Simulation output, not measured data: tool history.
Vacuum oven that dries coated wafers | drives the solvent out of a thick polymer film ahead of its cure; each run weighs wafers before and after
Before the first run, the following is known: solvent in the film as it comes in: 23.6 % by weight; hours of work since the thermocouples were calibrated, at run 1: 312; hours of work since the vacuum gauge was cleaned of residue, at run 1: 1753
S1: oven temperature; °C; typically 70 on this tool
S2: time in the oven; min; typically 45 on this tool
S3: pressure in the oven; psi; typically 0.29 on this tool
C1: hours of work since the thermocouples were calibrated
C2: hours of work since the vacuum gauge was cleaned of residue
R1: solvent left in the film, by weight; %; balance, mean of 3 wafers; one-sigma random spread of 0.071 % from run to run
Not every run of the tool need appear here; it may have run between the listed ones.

Run 1, hour 0: usual settings; C1 312; C2 1753. Result: R1 5.41 %.
Run 2, hour 98.9: usual settings; C1 370; C2 1810. Result: R1 5.42 %.
Run 3, hour 153.4: usual settings; C1 402; C2 1842. Result: R1 5.68 %.
Run 4, hour 217.8: usual settings; C1 439; C2 1879. Result: R1 5.77 %.
At hour 287: vacuum gauge cleaned of residue and calibrated.
Run 5, hour 303.3: usual settings; C1 488; C2 9. Result: R1 5.6 %.
Run 6, hour 356: usual settings; C1 518; C2 40. Result: R1 5.66 %.
Run 7, hour 461.1: usual settings; C1 579; C2 101. Result: R1 5.67 %.
Run 8, hour 514.8: usual settings; C1 611; C2 132. Result: R1 5.53 %.
Run 9, hour 612.5: usual settings but S2 46 min; C1 668; C2 189. Result: R1 5.47 %.
Run 10, hour 698.7: usual settings; C1 718; C2 239. Result: R1 5.76 %.
Run 11, hour 795.7: usual settings but S2 54 min; C1 774; C2 296. Result: R1 4.61 %.
At hour 845.7: oven's thermocouples calibrated.
Run 12, hour 881.4: usual settings but S2 54 min; C1 21; C2 344. Result: R1 5.04 %.
Run 13, hour 980.7: usual settings but S2 54 min; C1 78; C2 402. Result: R1 4.99 %.
Run 14, hour 1083.9: usual settings but S1 83 °C, S2 59 min, S3 1.041 psi; C1 138; C2 462. Result: R1 2.32 %.
At hour 1150.9: oven's thermocouples calibrated, once more.
Run 15, hour 1150.9: usual settings but S1 83 °C, S2 59 min, S3 1.041 psi; C1 0; C2 500. Result: R1 2.01 %.
Run 16, hour 1202: usual settings but S1 66 °C, S2 53 min, S3 0.207 psi; C1 30; C2 530. Result: R1 5.95 %.
Run 17, hour 1306: usual settings but S1 66 °C, S2 26 min, S3 1.057 psi; C1 90; C2 590. Result: R1 12.46 %.
Run 18, hour 1360.2: usual settings but S2 28 min, S3 0.458 psi; C1 122; C2 622. Result: R1 8.9 %.
Run 19, hour 1443.9: usual settings but S2 28 min, S3 0.458 psi; C1 170; C2 670. Result: R1 8.83 %.
Run 20, hour 1493.6: usual settings but S2 28 min, S3 0.458 psi; C1 199; C2 699. Result: R1 8.92 %.
Run 21, hour 1584.6: usual settings but S1 71 °C, S2 31 min, S3 0.45 psi; C1 252; C2 752. Result: R1 7.68 %.
Run 22, hour 1683.9: usual settings but S1 65 °C, S2 23 min, S3 0.817 psi; C1 310; C2 810. Result: R1 13.31 %.
Run 23, hour 1773.3: usual settings but S3 0.251 psi; C1 362; C2 862. Result: R1 5.5 %.
Run 24, hour 1847.2: usual settings but S2 56 min; C1 405; C2 905. Result: R1 4.36 %.
Run 25, hour 1948.2: usual settings but S2 56 min; C1 464; C2 963. Result: R1 4.34 %.
Run 26, hour 2038: usual settings but S1 66 °C, S2 22 min, S3 0.251 psi; C1 516; C2 1016. Result: R1 12.46 %.

Predict each of these 4 candidate next runs independently; none follows another, all start after run 26:
Run A, hour 2117.7: usual settings but S1 68 °C, S2 41 min, S3 0.476 psi; C1 562; C2 1062. Result: R1 ?.
Run B, hour 2117.7: usual settings but S1 58 °C, S2 22 min, S3 0.245 psi; C1 562; C2 1062. Result: R1 ?.
Run C, hour 2117.7: usual settings but S1 84 °C, S2 77 min, S3 0.292 psi; C1 562; C2 1062. Result: R1 ?.
Run D, hour 2117.7: usual settings but S1 73 °C, S2 48 min; C1 562; C2 1062. Result: R1 ?.

run     R1
  A   7.71
  B  15.48
  C   0.64
  D   3.97
With no hidden state in the tool, these same runs would have given:
run    R1
  A  6.88
  B  14.9
  C  0.52
  D   3.3

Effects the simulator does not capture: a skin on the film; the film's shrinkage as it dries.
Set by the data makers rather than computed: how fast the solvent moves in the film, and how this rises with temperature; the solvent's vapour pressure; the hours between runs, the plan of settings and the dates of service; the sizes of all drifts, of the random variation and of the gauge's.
